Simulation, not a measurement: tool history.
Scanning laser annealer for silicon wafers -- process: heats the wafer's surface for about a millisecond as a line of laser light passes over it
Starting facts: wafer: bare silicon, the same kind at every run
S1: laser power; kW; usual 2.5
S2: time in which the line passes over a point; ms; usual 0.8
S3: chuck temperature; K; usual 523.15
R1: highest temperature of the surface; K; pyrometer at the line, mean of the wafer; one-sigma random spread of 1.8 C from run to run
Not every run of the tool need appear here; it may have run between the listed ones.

run	day	S1	S2	S3	R1
1	0	2.5	0.8	523.15	1266.15
2	0.508	2.5	0.8	523.15	1260.15
3	1.275	2.5	0.8	523.15	1264.15
4	1.958	2.5	0.8	523.15	1260.15
5	2.479	2.5	0.8	523.15	1265.15
6	3.246	2.5	0.8	523.15	1264.15
7	3.879	2.5	0.767	523.15	1248.15
8	4.325	2.5	0.767	523.15	1249.15
9	4.842	2.5	0.767	523.15	1244.15
10	5.433	2.5	0.8	523.15	1262.15
11	6.079	2.265	0.8	523.15	1179.15
12	6.508	2.265	0.8	523.15	1177.15
13	6.954	2.5	0.8	519.15	1257.15
14	7.312	2.5	0.629	523.15	1176.15
15	8.071	2.709	0.8	523.15	1343.15
16	8.583	2.5	0.8	523.15	1264.15
17	9.333	2.5	0.8	488.15	1231.15
18	9.925	2.5	0.8	523.15	1261.15
19	10.262	2.5	0.8	523.15	1263.15
20	10.812	2.632	0.8	523.15	1310.15
21	11.475	2.5	0.8	523.15	1262.15
22	12.2	2.363	0.8	523.15	1216.15
23	12.779	2.737	0.8	562.15	1389.15
24	13.517	2.3	0.8	557.15	1225.15
25	14.117	2.3	0.8	557.15	1226.15
26	14.592	2.253	0.8	543.15	1196.15
27	15.312	2.253	0.749	543.15	1169.15
28	16.046	2.569	0.938	523.15	1352.15
29	16.742	2.525	0.914	493.15	1298.15

What does the tool deliver on the next run?
30	17.292	2.525	0.914	493.15	?

{"run 30": {"R1": 1295.15}}
Take away the tool's hidden state, keep the run-to-run variation as it was, and the same run would have given R1 1295.15 K.
